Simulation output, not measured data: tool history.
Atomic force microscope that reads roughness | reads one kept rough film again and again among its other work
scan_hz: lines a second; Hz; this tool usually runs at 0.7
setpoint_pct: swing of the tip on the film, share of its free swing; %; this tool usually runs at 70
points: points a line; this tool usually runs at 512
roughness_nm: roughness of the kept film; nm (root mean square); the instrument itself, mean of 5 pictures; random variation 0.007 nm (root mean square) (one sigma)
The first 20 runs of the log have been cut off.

run	day	scan_hz	setpoint_pct	points	pictures with this tip	hours of work since the height scale was calibrated	roughness_nm
21	19.704	0.7	70	713	389	694	1.836
# day 19.8: new tip fitted
22	21.133	0.7	70	713	36	714	1.954
23	22.304	0.7	70	713	67	731	1.956
24	23.225	0.7	70	713	92	744	1.943
25	24.496	0.7	67	932	126	762	1.933
26	25.429	0.7	61	512	152	776	1.914
27	26.817	2.738	63	779	189	795	1.864
28	27.396	2.738	63	779	205	804	1.84
29	28.583	0.562	60	305	237	821	1.879
30	29.712	2.72	62	297	267	837	1.813
31	30.708	1.868	65	512	294	851	1.828
32	31.746	3.33	60	469	322	866	1.801
33	32.679	3.509	89	839	347	879	1.554
34	33.512	0.7	81	450	370	891	1.812
# day 34.333: new tip fitted
35	34.5	0.831	77	501	5	905	1.961
36	35.308	0.831	77	501	27	916	1.939
37	35.892	0.831	77	501	42	924	1.932
38	36.504	0.831	77	501	59	933	1.922
39	37.854	0.52	85	512	95	952	1.911
40	38.992	0.52	85	512	126	969	1.896
41	40.129	0.949	70	693	157	985	1.906
42	41.058	0.779	70	746	182	998	1.895

What if the next run were any one of these 5? Each begins from the tool's condition after run 42:
A	42.283	1.181	75	257	215	1015	?
B	42.283	0.779	70	828	215	1015	?
C	42.283	0.949	75	314	215	1015	?
D	42.283	0.971	67	512	215	1015	?
E	42.283	0.521	69	881	215	1015	?

run	roughness_nm
A	1.822
B	1.903
C	1.849
D	1.884
E	1.915
Without the tool's hidden state the same runs would have given:
run	roughness_nm
A	1.896
B	1.98
C	1.924
D	1.96
E	1.993
